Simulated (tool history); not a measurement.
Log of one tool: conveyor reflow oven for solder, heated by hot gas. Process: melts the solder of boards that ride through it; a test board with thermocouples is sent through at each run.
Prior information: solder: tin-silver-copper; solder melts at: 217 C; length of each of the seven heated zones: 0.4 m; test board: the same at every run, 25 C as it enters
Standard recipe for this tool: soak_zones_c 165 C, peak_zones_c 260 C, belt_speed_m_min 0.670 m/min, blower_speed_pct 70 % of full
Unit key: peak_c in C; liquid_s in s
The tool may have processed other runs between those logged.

run   hour  soak_zones_c  peak_zones_c  belt_speed_m_min  blower_speed_pct  peak_c  liquid_s
  1    0.0           165           260             0.670                70  247.49      49.6
       4.2  -- thermocouples of zones 6 and 7 changed
  2   12.3           167           260             0.670                70  248.77      51.1
  3   24.2           165           260             0.670                70  248.33      50.1
  4   37.7           165           260             0.670                70  248.54      50.0
  5   46.0           165           260             0.670                70  248.30      50.1
  6   57.2           165           260             0.670                70  248.42      50.3
  7   64.2           165           260             0.670                70  248.35      50.3
  8   74.5           165           260             0.670                70  248.26      50.2
  9   82.7           161           260             0.670                70  247.71      48.8
 10   92.2           161           260             0.670                70  247.92      48.9
     109.9  -- flux residue cleaned out of gas plates and filters
 11  111.0           159           274             0.670                70  261.07      56.0
 12  123.3           165           260             0.670                70  248.68      50.4
 13  133.8           165           260             0.593                60  250.03      59.1
 14  145.8           165           260             0.593                60  250.14      59.0
 15  162.2           165           261             0.547                60  252.76      67.1
 16  177.0           155           255             0.740                75  240.70      36.6

For some of the steps in peak_c from one run to the next: how much would appear even if the tool had no hidden state, given the settings, what came in and random variation, and how much remains for the hidden state plus any gauge scatter that the measured result and the result without hidden state don't share?
The tool's hidden condition here consists of: heat that the gas passes to the board, % of a clean oven's; belt's true speed, % of the reading; true gas temperature in zones 6 and 7 over the reading, C; drift of the gauge itself on peak_c, C; drift of the gauge itself on liquid_s, %.
Run 1 -> 2: soak_zones_c 165 -> 167, thermocouples of zones 6 and 7 changed. peak_c +1.28 C: hidden state +1.17, all else +0.11.
Run 10 -> 11: soak_zones_c 161 -> 159, peak_zones_c 260 -> 274, flux residue cleaned out of gas plates and filters. peak_c +13.15 C: hidden state +0.36, all else +12.79.

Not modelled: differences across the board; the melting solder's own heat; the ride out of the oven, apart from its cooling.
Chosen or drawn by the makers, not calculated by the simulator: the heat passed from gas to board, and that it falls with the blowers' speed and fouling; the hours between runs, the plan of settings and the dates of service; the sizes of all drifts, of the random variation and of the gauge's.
